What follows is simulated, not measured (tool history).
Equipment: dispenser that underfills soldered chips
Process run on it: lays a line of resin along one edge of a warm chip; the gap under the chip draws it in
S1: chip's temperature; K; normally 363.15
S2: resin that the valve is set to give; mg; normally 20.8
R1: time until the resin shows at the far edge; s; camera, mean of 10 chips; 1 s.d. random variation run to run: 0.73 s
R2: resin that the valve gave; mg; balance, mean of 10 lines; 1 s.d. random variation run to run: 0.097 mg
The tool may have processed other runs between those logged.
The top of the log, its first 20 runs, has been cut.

At hour 130.7: new syringe of resin.
Run 21, hour 134.0: usual settings but S2 20.7 mg. Result: R1 77.4 s, R2 20.01 mg.
At hour 138.9: new syringe of resin.
Run 22, hour 139.8: usual settings but S1 360.15 K, S2 21.1 mg. Result: R1 80.1 s, R2 20.24 mg.
At hour 147.4: new syringe of resin.
Run 23, hour 147.8: usual settings but S1 376.15 K, S2 20.4 mg. Result: R1 37.6 s, R2 19.75 mg.
At hour 155.6: new syringe of resin.
Run 24, hour 155.8: usual settings but S1 367.15 K, S2 22.2 mg. Result: R1 54.1 s, R2 21.29 mg.
Run 25, hour 161.5: usual settings but S2 25.8 mg. Result: R1 85.4 s, R2 24.74 mg.
At hour 163.7: new syringe of resin.
Run 26, hour 167.2: usual settings but S1 358.15 K, S2 26.2 mg. Result: R1 94.7 s, R2 24.91 mg.
At hour 172.4: new syringe of resin.
Run 27, hour 174.4: usual settings but S1 355.15 K, S2 18.2 mg. Result: R1 113.3 s, R2 17.27 mg.
Run 28, hour 179.8: usual settings but S1 362.15 K, S2 26.9 mg. Result: R1 93.7 s, R2 25.49 mg.
At hour 180.7: new syringe of resin.
At hour 188.8: new syringe of resin.
Run 29, hour 189.2: usual settings but S1 358.15 K, S2 26.9 mg. Result: R1 84.4 s, R2 25.41 mg.
Run 30, hour 194.8: usual settings but S1 376.15 K, S2 26.6 mg. Result: R1 48.3 s, R2 25.01 mg.
At hour 197.4: new syringe of resin.
Run 31, hour 204.3: usual settings but S1 358.15 K, S2 25.6 mg. Result: R1 113.7 s, R2 23.91 mg.
At hour 205.6: new syringe of resin.
Run 32, hour 212.7: usual settings but S1 376.15 K, S2 18.5 mg. Result: R1 55.3 s, R2 17.22 mg.
At hour 214.3: new syringe of resin.
Run 33, hour 222.0: usual settings but S1 356.15 K. Result: R1 138.4 s, R2 19.32 mg.
At hour 222.8: new syringe of resin.
Run 34, hour 226.5: usual settings but S1 356.15 K. Result: R1 113.5 s, R2 19.16 mg.
At hour 230.9: new syringe of resin.
At hour 232.3: dispensing valve cleaned and set on the balance.
Run 35, hour 234.9: usual settings but S1 355.15 K, S2 22.0 mg. Result: R1 110.9 s, R2 21.89 mg.

Consider 4 possible next runs. They are alternatives, not a sequence: every one starts from the tool as it was left by run 35. What does each give?
At hour 239.9: new syringe of resin.
Run A, hour 242.7: usual settings but S2 20.2 mg. Result: R1 ?, R2 ?.
At hour 239.9: new syringe of resin.
Run B, hour 242.7: usual settings but S1 366.15 K, S2 23.7 mg. Result: R1 ?, R2 ?.
At hour 239.9: new syringe of resin.
Run C, hour 242.7: usual settings but S1 376.15 K. Result: R1 ?, R2 ?.
At hour 239.9: new syringe of resin.
Run D, hour 242.7: usual settings but S1 361.15 K, S2 23.9 mg. Result: R1 ?, R2 ?.

run    R1     R2
  A  73.2  20.13
  B  62.9  23.57
  C  41.5  20.68
  D  79.9  23.95
With no hidden state in the tool, these same runs would have given:
run    R1     R2
  A  66.4  20.27
  B  57.1  23.73
  C  37.7  20.83
  D  72.6  24.11
